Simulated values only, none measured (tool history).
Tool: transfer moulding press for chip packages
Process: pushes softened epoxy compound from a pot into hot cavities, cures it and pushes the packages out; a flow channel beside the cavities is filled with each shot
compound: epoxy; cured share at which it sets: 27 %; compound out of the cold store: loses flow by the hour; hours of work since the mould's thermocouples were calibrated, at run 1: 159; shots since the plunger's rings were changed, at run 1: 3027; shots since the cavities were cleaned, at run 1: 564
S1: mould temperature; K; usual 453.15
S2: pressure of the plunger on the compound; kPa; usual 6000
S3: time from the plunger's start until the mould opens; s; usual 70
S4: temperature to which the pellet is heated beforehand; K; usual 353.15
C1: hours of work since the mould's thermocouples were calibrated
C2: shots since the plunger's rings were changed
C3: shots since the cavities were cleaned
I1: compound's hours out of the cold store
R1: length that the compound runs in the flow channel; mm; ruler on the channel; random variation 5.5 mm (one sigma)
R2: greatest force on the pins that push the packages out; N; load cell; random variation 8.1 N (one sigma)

run   hour      S1    S2   S3      S4   C1    C2   C3    I1   R1   R2
  1    0.0  453.15  6000   70  353.15  159  3027  564  19.1  608  370
  2    9.0  453.15  6000   70  353.15  162  3118  655  28.3  571  354
      13.6  -- cavities cleaned with cleaning compound and waxed
  3   15.2  453.15  6000   70  353.15  164  3166   17  27.3  586  354
  4   20.7  453.15  6000   70  344.15  166  3221   72  36.4  564  375
  5   25.9  453.15  4950   70  353.15  169  3274  125  40.9  490  347
  6   35.0  453.15  6200   70  353.15  172  3367  218  32.5  580  350
  7   39.5  453.15  6200   70  353.15  174  3412  263  16.5  620  381
  8   44.5  453.15  6000   64  353.15  176  3463  314  47.1  533  406
  9   50.5  453.15  6000   70  353.15  179  3524  375  42.6  539  349
 10   56.0  453.15  6000   70  353.15  181  3580  431  22.3  605  368
 11   62.7  453.15  6000   70  353.15  184  3649  500   8.8  640  378
 12   72.1  453.15  6000   70  353.15  188  3744  595  46.2  538  362
 13   77.2  460.15  6000  107  353.15  190  3796  647  40.6  540  294
      82.6  -- cavities cleaned with cleaning compound and waxed
 14   86.5  459.15  5900  107  353.15  193  3875   40  32.0  551  292
 15   95.8  451.15  5220   79  351.15  197  3969  134  39.8  519  339
 16  101.0  451.15  4530   79  354.15  199  4022  187  46.9  471  316
 17  110.4  451.15  4960   79  354.15  203  4118  283  39.7  494  310
 18  118.8  457.15  7150   61  361.15  206  4203  368  46.2  573  344
 19  128.4  457.15  7150   61  361.15  210  4301  466   9.8  679  392
 20  136.5  453.15  6000   67  360.15  213  4382  547  22.1  601  382

Forecast each of these 5 alternatives for the next run:
  A  145.3  453.15  6000  67  353.15  217  4472  637  45.7   ?   ?
  B  145.3  449.15  6000  58  355.15  217  4472  637  34.1   ?   ?
  C  145.3  452.15  4530  70  343.15  217  4472  637  14.1   ?   ?
  D  145.3  446.15  6000  96  355.15  217  4472  637  24.3   ?   ?
  E  145.3  453.15  6000  70  352.15  217  4472  637  17.9   ?   ?

run   R1   R2
  A  531  369
  B  571  675
  C  557  401
  D  628  329
  E  611  378
Without the tool's hidden state the same runs would have given:
run   R1   R2
  A  531  365
  B  572  667
  C  557  396
  D  628  325
  E  612  374
